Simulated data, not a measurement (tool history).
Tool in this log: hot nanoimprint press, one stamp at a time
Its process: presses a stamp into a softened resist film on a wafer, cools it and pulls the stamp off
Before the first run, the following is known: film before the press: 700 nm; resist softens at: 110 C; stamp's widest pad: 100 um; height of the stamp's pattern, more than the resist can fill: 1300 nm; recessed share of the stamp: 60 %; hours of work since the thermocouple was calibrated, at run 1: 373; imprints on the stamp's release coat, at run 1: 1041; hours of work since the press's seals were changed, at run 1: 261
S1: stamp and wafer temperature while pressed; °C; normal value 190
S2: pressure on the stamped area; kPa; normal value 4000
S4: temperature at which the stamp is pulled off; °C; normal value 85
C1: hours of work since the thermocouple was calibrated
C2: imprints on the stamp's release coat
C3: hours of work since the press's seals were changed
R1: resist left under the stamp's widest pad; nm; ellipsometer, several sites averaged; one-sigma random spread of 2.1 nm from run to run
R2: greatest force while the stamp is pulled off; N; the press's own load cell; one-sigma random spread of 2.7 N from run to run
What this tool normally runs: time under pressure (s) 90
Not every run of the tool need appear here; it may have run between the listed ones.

{"run": 1, "hour": 0.0, "S1": 190, "S2": 4000, "time under pressure (s)": 90, "S4": 85, "C1": 373, "C2": 1041, "C3": 261, "R1": 432.4, "R2": 144}
{"run": 2, "hour": 13.2, "S1": 190, "S2": 4000, "time under pressure (s)": 90, "S4": 85, "C1": 381, "C2": 1064, "C3": 268, "R1": 431.4, "R2": 146}
{"run": 3, "hour": 27.3, "S1": 190, "S2": 4000, "time under pressure (s)": 90, "S4": 85, "C1": 388, "C2": 1089, "C3": 276, "R1": 432.8, "R2": 148}
{"run": 4, "hour": 43.6, "S1": 190, "S2": 4000, "time under pressure (s)": 90, "S4": 85, "C1": 397, "C2": 1118, "C3": 285, "R1": 432.2, "R2": 149}
{"run": 5, "hour": 56.0, "S1": 190, "S2": 4000, "time under pressure (s)": 90, "S4": 85, "C1": 404, "C2": 1140, "C3": 291, "R1": 428.8, "R2": 153}
{"run": 6, "hour": 68.7, "S1": 188, "S2": 4000, "time under pressure (s)": 90, "S4": 85, "C1": 411, "C2": 1162, "C3": 298, "R1": 455.8, "R2": 147}
{"run": 7, "hour": 76.7, "S1": 188, "S2": 4000, "time under pressure (s)": 90, "S4": 71, "C1": 415, "C2": 1176, "C3": 303, "R1": 454.7, "R2": 206}
{"hour": 88.3, "done": "plate thermocouple calibrated"}
{"run": 8, "hour": 94.2, "S1": 188, "S2": 4000, "time under pressure (s)": 90, "S4": 71, "C1": 3, "C2": 1201, "C3": 311, "R1": 459.5, "R2": 205}
{"run": 9, "hour": 102.5, "S1": 188, "S2": 4000, "time under pressure (s)": 90, "S4": 71, "C1": 8, "C2": 1216, "C3": 315, "R1": 457.9, "R2": 206}
{"run": 10, "hour": 114.0, "S1": 188, "S2": 4000, "time under pressure (s)": 90, "S4": 71, "C1": 14, "C2": 1236, "C3": 322, "R1": 459, "R2": 204}
{"run": 11, "hour": 128.8, "S1": 188, "S2": 4000, "time under pressure (s)": 90, "S4": 71, "C1": 22, "C2": 1263, "C3": 330, "R1": 459.7, "R2": 205}
{"hour": 133.1, "done": "plate thermocouple calibrated, once more"}
{"run": 12, "hour": 140.0, "S1": 188, "S2": 4000, "time under pressure (s)": 90, "S4": 71, "C1": 4, "C2": 1277, "C3": 334, "R1": 438.5, "R2": 205}
{"run": 13, "hour": 150.3, "S1": 188, "S2": 4000, "time under pressure (s)": 90, "S4": 71, "C1": 9, "C2": 1295, "C3": 340, "R1": 434.6, "R2": 202}
{"run": 14, "hour": 159.2, "S1": 190, "S2": 4000, "time under pressure (s)": 90, "S4": 85, "C1": 14, "C2": 1311, "C3": 345, "R1": 416.1, "R2": 145}
{"run": 15, "hour": 167.1, "S1": 190, "S2": 4000, "time under pressure (s)": 90, "S4": 90, "C1": 19, "C2": 1325, "C3": 349, "R1": 416.3, "R2": 129}
{"run": 16, "hour": 176.7, "S1": 187, "S2": 5420, "time under pressure (s)": 90, "S4": 90, "C1": 24, "C2": 1341, "C3": 354, "R1": 392.5, "R2": 123}
{"run": 17, "hour": 184.2, "S1": 187, "S2": 3670, "time under pressure (s)": 90, "S4": 79, "C1": 28, "C2": 1355, "C3": 358, "R1": 463.5, "R2": 172}
{"run": 18, "hour": 195.4, "S1": 199, "S2": 2890, "time under pressure (s)": 90, "S4": 90, "C1": 34, "C2": 1374, "C3": 365, "R1": 387.2, "R2": 124}
{"run": 19, "hour": 211.9, "S1": 199, "S2": 2890, "time under pressure (s)": 90, "S4": 90, "C1": 43, "C2": 1403, "C3": 374, "R1": 388.9, "R2": 131}
{"run": 20, "hour": 219.4, "S1": 195, "S2": 2890, "time under pressure (s)": 90, "S4": 91, "C1": 47, "C2": 1417, "C3": 378, "R1": 425.6, "R2": 129}
{"run": 21, "hour": 230.0, "S1": 193, "S2": 6280, "time under pressure (s)": 90, "S4": 91, "C1": 53, "C2": 1435, "C3": 384, "R1": 310.7, "R2": 129}
{"run": 22, "hour": 240.4, "S1": 190, "S2": 4000, "time under pressure (s)": 50, "S4": 85, "C1": 59, "C2": 1454, "C3": 389, "R1": 482.7, "R2": 145}
{"run": 23, "hour": 250.6, "S1": 190, "S2": 4000, "time under pressure (s)": 50, "S4": 85, "C1": 65, "C2": 1471, "C3": 395, "R1": 493.7, "R2": 149}
{"hour": 268.2, "done": "stamp cleaned and given a new release coat"}
{"run": 24, "hour": 273.0, "S1": 192, "S2": 2620, "time under pressure (s)": 67, "S4": 80, "C1": 74, "C2": 8, "C3": 404, "R1": 511.6, "R2": 136}
{"run": 25, "hour": 287.3, "S1": 190, "S2": 2420, "time under pressure (s)": 90, "S4": 85, "C1": 81, "C2": 33, "C3": 412, "R1": 512.5, "R2": 124}
{"run": 26, "hour": 298.7, "S1": 192, "S2": 2420, "time under pressure (s)": 56, "S4": 76, "C1": 88, "C2": 54, "C3": 418, "R1": 542.5, "R2": 153}
{"run": 27, "hour": 313.0, "S1": 192, "S2": 2510, "time under pressure (s)": 122, "S4": 76, "C1": 96, "C2": 79, "C3": 426, "R1": 448.4, "R2": 156}
{"run": 28, "hour": 327.1, "S1": 201, "S2": 4000, "time under pressure (s)": 49, "S4": 85, "C1": 103, "C2": 104, "C3": 434, "R1": 386.4, "R2": 128}
{"run": 29, "hour": 336.5, "S1": 201, "S2": 4000, "time under pressure (s)": 49, "S4": 85, "C1": 108, "C2": 120, "C3": 439, "R1": 385.9, "R2": 127}

Below, some changes in R1 between adjacent runs. For each, the amount present without the hidden state too (settings, incoming material, random variation) and the amount remaining for the hidden state with gauge scatter not shared by both compared results:
Hidden state at play: true temperature over the reading, C; pressure that arrives at the usual setting, %; grip of the stamp's worn release coat, % over a new coat's; drift of the gauge itself on residual_nm, %; drift of the gauge itself on pull_off_n, %.
Run 7 -> 8: plate thermocouple calibrated. R1 +4.8 nm: hidden state +3.8, all else +1.
Run 11 -> 12: plate thermocouple calibrated, once more. R1 -21.2 nm: hidden state -22.4, all else +1.2.
Run 20 -> 21: S1 195 -> 193, S2 2890 -> 6280. R1 -114.9 nm: hidden state +2.3, all else -117.2.
Run 21 -> 22: S1 193 -> 190, S2 6280 -> 4000, time under pressure (s) 90 -> 50, S4 91 -> 85. R1 +172 nm: hidden state -1, all else +173.
